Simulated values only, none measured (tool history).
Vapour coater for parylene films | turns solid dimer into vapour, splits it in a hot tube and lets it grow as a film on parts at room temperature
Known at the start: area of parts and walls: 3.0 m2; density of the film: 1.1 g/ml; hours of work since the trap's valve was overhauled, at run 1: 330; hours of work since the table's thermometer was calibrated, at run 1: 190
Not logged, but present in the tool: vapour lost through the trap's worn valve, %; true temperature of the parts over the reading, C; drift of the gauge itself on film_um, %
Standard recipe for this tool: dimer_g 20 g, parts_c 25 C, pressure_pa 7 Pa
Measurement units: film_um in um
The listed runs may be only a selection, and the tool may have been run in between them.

run	day	dimer_g	parts_c	pressure_pa	hours of work since the trap's valve was overhauled	hours of work since the table's thermometer was calibrated	film_um
1	0	20	25	7	330	190	3.43
2	0.421	20	25	7	337	197	3.43
3	0.762	20	25	7	342	202	3.43
4	1.396	20	25	7	352	212	3.42
5	2.133	20	25	6.3	364	224	3.49
6	2.892	20	25	6.3	376	236	3.47
7	3.488	20	31	7	385	245	3.07
8	4.2	20	31	7	396	256	3.06
9	4.954	20	31	7	408	268	3.06
10	5.721	20	25	7	420	280	3.43
11	6.421	20	25	7	431	291	3.43
12	7.038	9	25	7	441	301	1.56
13	7.792	9	25	7	452	313	1.54
# day 8.308: trap's valve overhauled
14	8.562	9	25	7	4	322	1.54
15	9.271	20	25	7	15	333	3.44
16	9.838	20	17	7	24	342	3.99
17	10.371	20	17	7	32	350	4.01
18	10.975	20	17	7	42	360	4
19	11.412	20	17	7	49	367	3.99
20	12.171	20	17	7	61	379	4
21	12.938	20	25	7	73	391	3.45
22	13.558	20	25	4.82	82	400	3.61
23	14.142	20	25	7	91	409	3.45
24	14.517	20	25	7	97	415	3.47
25	15.192	20	25	7	108	426	3.44
26	15.846	10	25	2.81	118	436	1.93
27	16.588	20	25	2.24	130	448	3.99
28	17.225	20	25	2.24	140	458	3.99
29	17.7	29	25	3.24	147	465	5.52
30	18.121	11	25	3.24	154	472	2.09

Estimate the outcome of run 31 from the log above:
31	18.508	14	25	7	160	478	?

{"run 31": {"film_um": 2.42}}
The same run, on a tool lacking any hidden state, would have yielded film_um 2.42 um.

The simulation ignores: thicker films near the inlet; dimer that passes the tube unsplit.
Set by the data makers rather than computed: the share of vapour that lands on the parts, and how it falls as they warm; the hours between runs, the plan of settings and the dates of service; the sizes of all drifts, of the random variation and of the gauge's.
